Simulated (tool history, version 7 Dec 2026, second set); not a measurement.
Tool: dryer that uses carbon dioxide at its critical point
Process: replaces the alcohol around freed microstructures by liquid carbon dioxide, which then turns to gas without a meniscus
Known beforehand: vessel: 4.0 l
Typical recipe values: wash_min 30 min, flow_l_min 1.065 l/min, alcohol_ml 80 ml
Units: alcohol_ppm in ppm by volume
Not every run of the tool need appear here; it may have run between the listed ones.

run   hour  wash_min  flow_l_min  alcohol_ml  alcohol_ppm
  1    0.0        30       1.065          80          105
  2   10.2        30       1.065          21           74
  3   22.3        30       1.065          21           69
  4   41.7        30       1.065          21           76
  5   57.6        30       1.065          97          129
  6   75.9        36       1.065          97           84
      92.7  -- inlet filter changed
  7   95.2        30       1.065          51           87
  8  116.3        30       1.065          51           88
  9  134.8        30       0.730          80          313
 10  144.5        30       0.730          80          310
 11  159.6        30       0.730          80          310
 12  168.5        30       0.730          80          302
 13  178.7        30       0.730          80          302
 14  190.4        25       1.065          80          158
 15  210.1        25       1.065          80          166
 16  221.3        25       1.065          80          172
 17  231.1        25       1.065          49          135
 18  244.7        30       1.065          80          113
 19  265.3        30       1.065          80          111
 20  276.2        30       1.065          80          121
 21  288.1        30       1.065          26           96
 22  299.0        30       1.065          80          128
 23  314.7        30       1.065          80          120
 24  330.5        38       1.130          22           95
 25  349.5        31       1.130          34          106
 26  367.0        31       1.130          79          117
 27  380.2        36       1.130          34          102
 28  396.4        36       1.130          34           93
 29  415.4        36       1.610         101           94
 30  428.4        36       1.610         101           99
 31  438.4        36       1.610         101          103
 32  448.4        21       1.720         101          121
 33  461.9        21       1.620          43          107
 34  471.4        18       1.620          43          143
 35  488.6        36       1.065         102          118
 36  498.6        36       1.065         102          121
 37  519.5        36       1.065         102          112
 38  537.7        24       0.790          61          474
 39  553.6        24       0.790          61          452
 40  565.4        23       1.065          35          188
 41  586.6        23       1.065          35          177
 42  603.5        23       1.065          35          190
 43  621.1        23       1.065          35          183
 44  635.2        30       1.100         109          160
 45  653.2        30       1.100         109          167
 46  669.8        30       0.990          80          173

4 ways to go on from here, each from the tool as it stands after run 46. What would each give?
  A  686.1        38       1.065          80            ?
  B  686.1        20       0.810          68            ?
  C  686.1        20       1.150          80            ?
  D  686.1        30       0.840          80            ?

run  alcohol_ppm
  A          130
  B          847
  C          338
  D          258
With the hidden condition removed and each run's random variation left untouched, the same runs would have given:
run  alcohol_ppm
  A            7
  B          639
  C          184
  D          114
